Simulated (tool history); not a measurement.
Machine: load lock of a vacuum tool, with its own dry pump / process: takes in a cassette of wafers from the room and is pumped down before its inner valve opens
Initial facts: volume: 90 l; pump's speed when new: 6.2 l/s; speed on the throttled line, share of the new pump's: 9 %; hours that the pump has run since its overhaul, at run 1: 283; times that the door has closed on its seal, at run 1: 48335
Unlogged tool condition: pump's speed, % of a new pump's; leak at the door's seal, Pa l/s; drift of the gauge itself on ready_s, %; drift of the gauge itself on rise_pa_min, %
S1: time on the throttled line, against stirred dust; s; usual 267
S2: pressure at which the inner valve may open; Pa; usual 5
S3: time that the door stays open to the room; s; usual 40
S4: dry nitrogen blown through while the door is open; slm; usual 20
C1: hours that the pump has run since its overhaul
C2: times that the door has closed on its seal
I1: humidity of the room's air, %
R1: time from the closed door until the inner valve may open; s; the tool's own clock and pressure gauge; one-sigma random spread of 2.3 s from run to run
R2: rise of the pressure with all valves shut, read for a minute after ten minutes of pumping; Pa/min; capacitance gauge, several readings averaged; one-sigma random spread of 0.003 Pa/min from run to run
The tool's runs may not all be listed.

run 1 hour=0.0 | S1=267 S2=5 S3=40 S4=20 | C1=283 C2=48335 | I1=43.4 | R1=386.9 R2=0.767
run 2 hour=114.6 | S1=267 S2=6 S3=40 S4=20 | C1=397 C2=48844 | I1=44.8 | R1=385.1 R2=0.786
run 3 hour=225.6 | S1=267 S2=6 S3=40 S4=20 | C1=508 C2=49336 | I1=47.8 | R1=385.8 R2=0.802
run 4 hour=328.1 | S1=267 S2=6 S3=40 S4=20 | C1=611 C2=49791 | I1=47.0 | R1=384.4 R2=0.808
-- hour=371.8 door's seal changed, seat wiped
run 5 hour=454.6 | S1=267 S2=5 S3=40 S4=20 | C1=736 C2=368 | I1=46.2 | R1=388.2 R2=0.024
run 6 hour=583.1 | S1=382 S2=5 S3=40 S4=20 | C1=864 C2=938 | I1=45.9 | R1=493.6 R2=0.023
run 7 hour=666.4 | S1=382 S2=5 S3=40 S4=20 | C1=948 C2=1308 | I1=48.2 | R1=491.7 R2=0.029
run 8 hour=774.5 | S1=148 S2=5 S3=40 S4=20 | C1=1056 C2=1787 | I1=43.8 | R1=277.6 R2=0.029
run 9 hour=837.8 | S1=148 S2=5 S3=40 S4=20 | C1=1119 C2=2068 | I1=47.4 | R1=281.2 R2=0.029
run 10 hour=929.1 | S1=148 S2=5 S3=40 S4=20 | C1=1210 C2=2474 | I1=44.5 | R1=277.7 R2=0.033
run 11 hour=1030.9 | S1=267 S2=5 S3=40 S4=20 | C1=1312 C2=2925 | I1=42.9 | R1=385.6 R2=0.038
run 12 hour=1158.8 | S1=267 S2=5 S3=40 S4=20 | C1=1440 C2=3493 | I1=43.0 | R1=389.4 R2=0.035
run 13 hour=1216.3 | S1=267 S2=9 S3=29 S4=5 | C1=1498 C2=3748 | I1=45.9 | R1=377.6 R2=0.049
run 14 hour=1344.4 | S1=278 S2=5 S3=178 S4=21 | C1=1626 C2=4316 | I1=44.0 | R1=397.2 R2=0.061
run 15 hour=1421.6 | S1=278 S2=5 S3=178 S4=21 | C1=1703 C2=4659 | I1=42.5 | R1=396.8 R2=0.058
run 16 hour=1523.6 | S1=152 S2=7 S3=115 S4=21 | C1=1805 C2=5112 | I1=45.7 | R1=278.6 R2=0.059
run 17 hour=1637.4 | S1=152 S2=7 S3=115 S4=21 | C1=1919 C2=5617 | I1=45.9 | R1=278.3 R2=0.064
run 18 hour=1697.9 | S1=152 S2=7 S3=115 S4=21 | C1=1979 C2=5885 | I1=48.9 | R1=278.2 R2=0.066
run 19 hour=1807.0 | S1=475 S2=5 S3=55 S4=40 | C1=2088 C2=6369 | I1=44.1 | R1=571.2 R2=0.055
run 20 hour=1889.0 | S1=475 S2=5 S3=55 S4=40 | C1=2170 C2=6733 | I1=42.8 | R1=582.2 R2=0.050
run 21 hour=2011.8 | S1=354 S2=5 S3=194 S4=12 | C1=2293 C2=7278 | I1=46.8 | R1=468.0 R2=0.094
run 22 hour=2090.6 | S1=354 S2=6 S3=33 S4=20 | C1=2372 C2=7628 | I1=46.9 | R1=459.9 R2=0.064
run 23 hour=2153.4 | S1=485 S2=6 S3=135 S4=18 | C1=2435 C2=7906 | I1=45.2 | R1=575.9 R2=0.083
run 24 hour=2272.0 | S1=233 S2=9 S3=51 S4=8 | C1=2553 C2=8433 | I1=45.3 | R1=347.2 R2=0.087

Across each entry between runs, compare the hidden state at the last listed run before it with the hidden state at the first listed run after it:
Runs 4 to 5: door's seal changed, seat wiped (hour 371.8)
  pump's speed, % of a new pump's: 101.6 -> 101.5; leak at the door's seal, Pa l/s: 1.1839 -> 0.005
  what was measured, less what the result would be without the hidden state, R2: +0.785 -> +0.002 Pa/min

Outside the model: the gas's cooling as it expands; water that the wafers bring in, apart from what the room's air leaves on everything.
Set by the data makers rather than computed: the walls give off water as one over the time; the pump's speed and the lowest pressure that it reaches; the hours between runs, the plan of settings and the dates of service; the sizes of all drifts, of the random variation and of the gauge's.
